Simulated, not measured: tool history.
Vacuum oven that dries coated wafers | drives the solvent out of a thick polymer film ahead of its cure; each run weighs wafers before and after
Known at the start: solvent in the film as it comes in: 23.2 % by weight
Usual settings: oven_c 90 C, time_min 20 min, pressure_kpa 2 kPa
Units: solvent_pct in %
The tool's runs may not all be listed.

run 1 hour=0 | oven_c=90 time_min=20 pressure_kpa=2 | solvent_pct=3.55
run 2 hour=50.4 | oven_c=90 time_min=20 pressure_kpa=2 | solvent_pct=3.54
run 3 hour=126.5 | oven_c=90 time_min=20 pressure_kpa=2 | solvent_pct=3.56
run 4 hour=165 | oven_c=90 time_min=20 pressure_kpa=2 | solvent_pct=3.56
run 5 hour=223.7 | oven_c=90 time_min=20 pressure_kpa=2 | solvent_pct=3.57
run 6 hour=271.4 | oven_c=90 time_min=20 pressure_kpa=2 | solvent_pct=3.55
run 7 hour=307.4 | oven_c=90 time_min=20 pressure_kpa=2 | solvent_pct=3.46
run 8 hour=346 | oven_c=90 time_min=20 pressure_kpa=2 | solvent_pct=3.67
run 9 hour=389.7 | oven_c=90 time_min=31 pressure_kpa=2 | solvent_pct=1.93
run 10 hour=451.9 | oven_c=90 time_min=31 pressure_kpa=2 | solvent_pct=1.96
run 11 hour=495.5 | oven_c=90 time_min=31 pressure_kpa=2 | solvent_pct=2
-- hour=527 oven's thermocouples calibrated
run 12 hour=568.5 | oven_c=90 time_min=31 pressure_kpa=2 | solvent_pct=1.88
run 13 hour=622.3 | oven_c=81 time_min=14 pressure_kpa=2 | solvent_pct=8.02
run 14 hour=702.7 | oven_c=81 time_min=14 pressure_kpa=2.12 | solvent_pct=8.13
run 15 hour=779.4 | oven_c=81 time_min=14 pressure_kpa=2.12 | solvent_pct=8.3
run 16 hour=814.1 | oven_c=89 time_min=14 pressure_kpa=5.03 | solvent_pct=6.75
run 17 hour=860.8 | oven_c=89 time_min=35 pressure_kpa=5.03 | solvent_pct=3.18
run 18 hour=924.7 | oven_c=80 time_min=18 pressure_kpa=1.09 | solvent_pct=6.5
run 19 hour=974.7 | oven_c=90 time_min=25 pressure_kpa=3.04 | solvent_pct=3.06
run 20 hour=1032.5 | oven_c=98 time_min=13 pressure_kpa=5.68 | solvent_pct=4.85

Forecast each of these 5 alternatives for the next run:
run A hour=1078.2 | oven_c=90 time_min=35 pressure_kpa=7.78 | solvent_pct=?
run B hour=1078.2 | oven_c=98 time_min=13 pressure_kpa=1.27 | solvent_pct=?
run C hour=1078.2 | oven_c=96 time_min=36 pressure_kpa=1.1 | solvent_pct=?
run D hour=1078.2 | oven_c=93 time_min=20 pressure_kpa=2 | solvent_pct=?
run E hour=1078.2 | oven_c=91 time_min=31 pressure_kpa=5.68 | solvent_pct=?

run=A solvent_pct=4.39
run=B solvent_pct=3.56
run=C solvent_pct=0.72
run=D solvent_pct=2.82
run=E solvent_pct=3.25
Without the tool's hidden state the same runs would have given:
run=A solvent_pct=4.12
run=B solvent_pct=3.38
run=C solvent_pct=0.51
run=D solvent_pct=2.59
run=E solvent_pct=3
